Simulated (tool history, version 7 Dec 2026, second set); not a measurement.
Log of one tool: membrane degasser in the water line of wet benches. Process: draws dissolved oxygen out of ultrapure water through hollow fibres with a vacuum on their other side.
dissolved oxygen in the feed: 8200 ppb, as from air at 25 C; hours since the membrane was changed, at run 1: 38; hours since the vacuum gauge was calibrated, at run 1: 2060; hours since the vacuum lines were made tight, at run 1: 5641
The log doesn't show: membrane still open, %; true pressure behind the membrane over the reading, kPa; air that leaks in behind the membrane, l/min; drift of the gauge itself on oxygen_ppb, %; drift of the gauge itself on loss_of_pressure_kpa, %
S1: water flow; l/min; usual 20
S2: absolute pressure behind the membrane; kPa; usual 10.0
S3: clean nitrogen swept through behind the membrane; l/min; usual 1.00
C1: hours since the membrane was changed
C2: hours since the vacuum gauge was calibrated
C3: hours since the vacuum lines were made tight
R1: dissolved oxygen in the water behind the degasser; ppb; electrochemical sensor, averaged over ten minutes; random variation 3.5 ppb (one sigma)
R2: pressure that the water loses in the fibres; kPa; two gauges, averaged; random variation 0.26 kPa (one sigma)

run 1 hour=0.0 | S1=20 S2=10.0 S3=1.00 | C1=38 C2=2060 C3=5641 | R1=357.3 R2=68.64
run 2 hour=31.8 | S1=20 S2=10.0 S3=1.00 | C1=69 C2=2092 C3=5672 | R1=348.7 R2=68.80
run 3 hour=91.3 | S1=20 S2=10.0 S3=0.62 | C1=129 C2=2151 C3=5732 | R1=494.6 R2=69.05
run 4 hour=131.6 | S1=20 S2=10.0 S3=0.62 | C1=169 C2=2191 C3=5772 | R1=497.3 R2=68.56
run 5 hour=177.9 | S1=20 S2=10.0 S3=1.01 | C1=215 C2=2238 C3=5818 | R1=357.5 R2=68.81
run 6 hour=247.6 | S1=20 S2=10.0 S3=1.01 | C1=285 C2=2307 C3=5888 | R1=350.4 R2=69.05
run 7 hour=288.5 | S1=19 S2=10.0 S3=1.00 | C1=326 C2=2348 C3=5929 | R1=335.9 R2=65.44
run 8 hour=330.8 | S1=20 S2=12.3 S3=1.56 | C1=368 C2=2391 C3=5971 | R1=329.8 R2=69.69
run 9 hour=396.4 | S1=20 S2=12.3 S3=1.56 | C1=434 C2=2456 C3=6037 | R1=324.8 R2=68.97
run 10 hour=444.2 | S1=19 S2=10.0 S3=1.00 | C1=482 C2=2504 C3=6085 | R1=339.5 R2=65.56
run 11 hour=497.5 | S1=30 S2=13.6 S3=1.00 | C1=535 C2=2557 C3=6138 | R1=788.4 R2=103.62
run 12 hour=537.3 | S1=20 S2=10.0 S3=2.40 | C1=575 C2=2597 C3=6178 | R1=194.6 R2=68.89

3 ways to go on from here, each from the tool as it stands after run 12. What would each give?
run A hour=588.7 | S1=18 S2=10.0 S3=1.00 | C1=626 C2=2649 C3=6229 | R1=? R2=?
run B hour=588.7 | S1=20 S2=12.3 S3=1.00 | C1=626 C2=2649 C3=6229 | R1=? R2=?
run C hour=588.7 | S1=14 S2=20.8 S3=1.11 | C1=626 C2=2649 C3=6229 | R1=? R2=?

run=A R1=315.7 R2=62.23
run=B R1=449.5 R2=68.86
run=C R1=529.2 R2=48.60
Without the tool's hidden state the same runs would have given:
run=A R1=302.1 R2=61.96
run=B R1=433.9 R2=68.56
run=C R1=505.9 R2=48.39

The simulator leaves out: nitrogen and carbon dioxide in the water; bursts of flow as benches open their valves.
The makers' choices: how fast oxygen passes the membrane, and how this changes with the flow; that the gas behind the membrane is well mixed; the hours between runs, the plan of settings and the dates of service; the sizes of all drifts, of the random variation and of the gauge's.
